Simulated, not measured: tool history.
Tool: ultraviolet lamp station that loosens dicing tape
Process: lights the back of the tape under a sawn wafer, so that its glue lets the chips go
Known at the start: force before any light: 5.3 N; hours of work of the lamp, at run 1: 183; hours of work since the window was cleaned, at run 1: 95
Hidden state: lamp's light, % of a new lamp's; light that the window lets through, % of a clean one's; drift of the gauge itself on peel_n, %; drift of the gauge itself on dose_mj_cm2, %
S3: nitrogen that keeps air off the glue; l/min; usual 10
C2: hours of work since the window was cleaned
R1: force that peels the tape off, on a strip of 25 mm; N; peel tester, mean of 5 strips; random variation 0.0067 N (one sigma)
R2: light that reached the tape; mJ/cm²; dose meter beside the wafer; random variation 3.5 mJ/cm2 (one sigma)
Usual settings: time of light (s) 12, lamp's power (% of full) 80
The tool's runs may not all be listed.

{"run": 1, "day": 0.0, "time of light (s)": 12, "lamp's power (% of full)": 80, "S3": 10, "hours of work of the lamp": 183, "C2": 95, "R1": 0.235, "R2": 538}
{"run": 2, "day": 0.396, "time of light (s)": 12, "lamp's power (% of full)": 80, "S3": 10, "hours of work of the lamp": 190, "C2": 102, "R1": 0.229, "R2": 531}
{"run": 3, "day": 0.762, "time of light (s)": 12, "lamp's power (% of full)": 80, "S3": 10, "hours of work of the lamp": 196, "C2": 108, "R1": 0.237, "R2": 534}
{"run": 4, "day": 1.021, "time of light (s)": 12, "lamp's power (% of full)": 98, "S3": 10, "hours of work of the lamp": 201, "C2": 113, "R1": 0.191, "R2": 658}
{"run": 5, "day": 1.317, "time of light (s)": 12, "lamp's power (% of full)": 80, "S3": 10, "hours of work of the lamp": 206, "C2": 118, "R1": 0.249, "R2": 538}
{"run": 6, "day": 1.638, "time of light (s)": 12, "lamp's power (% of full)": 80, "S3": 10, "hours of work of the lamp": 212, "C2": 124, "R1": 0.242, "R2": 535}
{"run": 7, "day": 1.988, "time of light (s)": 7, "lamp's power (% of full)": 80, "S3": 10, "hours of work of the lamp": 218, "C2": 130, "R1": 0.597, "R2": 309}
{"run": 8, "day": 2.346, "time of light (s)": 7, "lamp's power (% of full)": 80, "S3": 4, "hours of work of the lamp": 224, "C2": 136, "R1": 0.838, "R2": 309}
{"run": 9, "day": 2.575, "time of light (s)": 12, "lamp's power (% of full)": 80, "S3": 10, "hours of work of the lamp": 228, "C2": 140, "R1": 0.227, "R2": 536}
{"run": 10, "day": 2.762, "time of light (s)": 12, "lamp's power (% of full)": 80, "S3": 9, "hours of work of the lamp": 232, "C2": 143, "R1": 0.245, "R2": 530}
{"run": 11, "day": 3.108, "time of light (s)": 12, "lamp's power (% of full)": 68, "S3": 10, "hours of work of the lamp": 238, "C2": 150, "R1": 0.32, "R2": 448}
{"run": 12, "day": 3.438, "time of light (s)": 12, "lamp's power (% of full)": 80, "S3": 10, "hours of work of the lamp": 243, "C2": 155, "R1": 0.241, "R2": 529}
{"run": 13, "day": 3.629, "time of light (s)": 12, "lamp's power (% of full)": 80, "S3": 10, "hours of work of the lamp": 247, "C2": 159, "R1": 0.245, "R2": 531}
{"run": 14, "day": 3.95, "time of light (s)": 12, "lamp's power (% of full)": 80, "S3": 10, "hours of work of the lamp": 253, "C2": 164, "R1": 0.236, "R2": 524}
{"day": 3.996, "done": "window cleaned of glue's vapour"}
{"run": 15, "day": 4.338, "time of light (s)": 12, "lamp's power (% of full)": 80, "S3": 10, "hours of work of the lamp": 259, "C2": 6, "R1": 0.252, "R2": 512}
{"run": 16, "day": 4.7, "time of light (s)": 12, "lamp's power (% of full)": 80, "S3": 10, "hours of work of the lamp": 265, "C2": 12, "R1": 0.236, "R2": 516}
{"run": 17, "day": 5.042, "time of light (s)": 12, "lamp's power (% of full)": 80, "S3": 10, "hours of work of the lamp": 271, "C2": 19, "R1": 0.254, "R2": 518}
{"run": 18, "day": 5.458, "time of light (s)": 12, "lamp's power (% of full)": 80, "S3": 10, "hours of work of the lamp": 279, "C2": 26, "R1": 0.246, "R2": 522}
{"day": 5.708, "done": "window cleaned of glue's vapour, once more"}
{"run": 19, "day": 5.712, "time of light (s)": 12, "lamp's power (% of full)": 80, "S3": 10, "hours of work of the lamp": 283, "C2": 0, "R1": 0.234, "R2": 534}
{"run": 20, "day": 6.079, "time of light (s)": 12, "lamp's power (% of full)": 87, "S3": 10, "hours of work of the lamp": 289, "C2": 7, "R1": 0.217, "R2": 582}
{"run": 21, "day": 6.325, "time of light (s)": 12, "lamp's power (% of full)": 64, "S3": 5, "hours of work of the lamp": 294, "C2": 11, "R1": 0.463, "R2": 424}
{"run": 22, "day": 6.683, "time of light (s)": 12, "lamp's power (% of full)": 64, "S3": 5, "hours of work of the lamp": 300, "C2": 17, "R1": 0.448, "R2": 425}
{"run": 23, "day": 6.946, "time of light (s)": 12, "lamp's power (% of full)": 64, "S3": 5, "hours of work of the lamp": 305, "C2": 22, "R1": 0.464, "R2": 423}
{"run": 24, "day": 7.233, "time of light (s)": 24, "lamp's power (% of full)": 77, "S3": 5, "hours of work of the lamp": 310, "C2": 27, "R1": 0.174, "R2": 1009}
{"run": 25, "day": 7.638, "time of light (s)": 10, "lamp's power (% of full)": 72, "S3": 6, "hours of work of the lamp": 317, "C2": 34, "R1": 0.48, "R2": 395}
{"run": 26, "day": 8.058, "time of light (s)": 9, "lamp's power (% of full)": 78, "S3": 6, "hours of work of the lamp": 324, "C2": 42, "R1": 0.485, "R2": 383}
{"run": 27, "day": 8.379, "time of light (s)": 9, "lamp's power (% of full)": 78, "S3": 6, "hours of work of the lamp": 330, "C2": 47, "R1": 0.501, "R2": 383}
{"run": 28, "day": 8.646, "time of light (s)": 9, "lamp's power (% of full)": 78, "S3": 6, "hours of work of the lamp": 335, "C2": 52, "R1": 0.496, "R2": 380}
{"run": 29, "day": 8.888, "time of light (s)": 10, "lamp's power (% of full)": 88, "S3": 3, "hours of work of the lamp": 339, "C2": 56, "R1": 0.466, "R2": 476}
{"run": 30, "day": 9.221, "time of light (s)": 10, "lamp's power (% of full)": 88, "S3": 3, "hours of work of the lamp": 345, "C2": 62, "R1": 0.429, "R2": 479}
{"run": 31, "day": 9.421, "time of light (s)": 6, "lamp's power (% of full)": 85, "S3": 7, "hours of work of the lamp": 349, "C2": 66, "R1": 0.823, "R2": 274}
{"run": 32, "day": 9.679, "time of light (s)": 6, "lamp's power (% of full)": 85, "S3": 7, "hours of work of the lamp": 353, "C2": 70, "R1": 0.816, "R2": 276}
{"run": 33, "day": 9.85, "time of light (s)": 12, "lamp's power (% of full)": 64, "S3": 10, "hours of work of the lamp": 356, "C2": 73, "R1": 0.355, "R2": 416}
{"run": 34, "day": 10.179, "time of light (s)": 12, "lamp's power (% of full)": 79, "S3": 3, "hours of work of the lamp": 362, "C2": 79, "R1": 0.389, "R2": 508}
{"run": 35, "day": 10.604, "time of light (s)": 7, "lamp's power (% of full)": 83, "S3": 3, "hours of work of the lamp": 369, "C2": 87, "R1": 0.963, "R2": 311}
{"run": 36, "day": 10.912, "time of light (s)": 10, "lamp's power (% of full)": 90, "S3": 9, "hours of work of the lamp": 375, "C2": 92, "R1": 0.28, "R2": 488}
{"run": 37, "day": 11.333, "time of light (s)": 12, "lamp's power (% of full)": 95, "S3": 7, "hours of work of the lamp": 382, "C2": 100, "R1": 0.221, "R2": 611}
{"run": 38, "day": 11.529, "time of light (s)": 12, "lamp's power (% of full)": 95, "S3": 7, "hours of work of the lamp": 386, "C2": 103, "R1": 0.221, "R2": 613}
{"run": 39, "day": 11.938, "time of light (s)": 22, "lamp's power (% of full)": 66, "S3": 13, "hours of work of the lamp": 393, "C2": 110, "R1": 0.171, "R2": 770}
{"run": 40, "day": 12.321, "time of light (s)": 12, "lamp's power (% of full)": 64, "S3": 10, "hours of work of the lamp": 400, "C2": 117, "R1": 0.351, "R2": 403}

Hidden state at the last listed run before each entry between runs and at the first one after, where it differs:
Between runs 14 and 15: window cleaned of glue's vapour (day 3.996)
  lamp's light, % of a new lamp's: 94.3 -> 94.1; light that the window lets through, % of a clean one's: 98.2 -> 96.9
  measured less the result without the state, R1: +0.022 -> +0.027 N; R2: -42 -> -50 mJ/cm²
Between runs 18 and 19: window cleaned of glue's vapour, once more (day 5.708)
  lamp's light, % of a new lamp's: 93.7 -> 93.6; light that the window lets through, % of a clean one's: 96.7 -> 99.9
  measured less the result without the state, R1: +0.028 -> +0.019 N; R2: -54 -> -37 mJ/cm²

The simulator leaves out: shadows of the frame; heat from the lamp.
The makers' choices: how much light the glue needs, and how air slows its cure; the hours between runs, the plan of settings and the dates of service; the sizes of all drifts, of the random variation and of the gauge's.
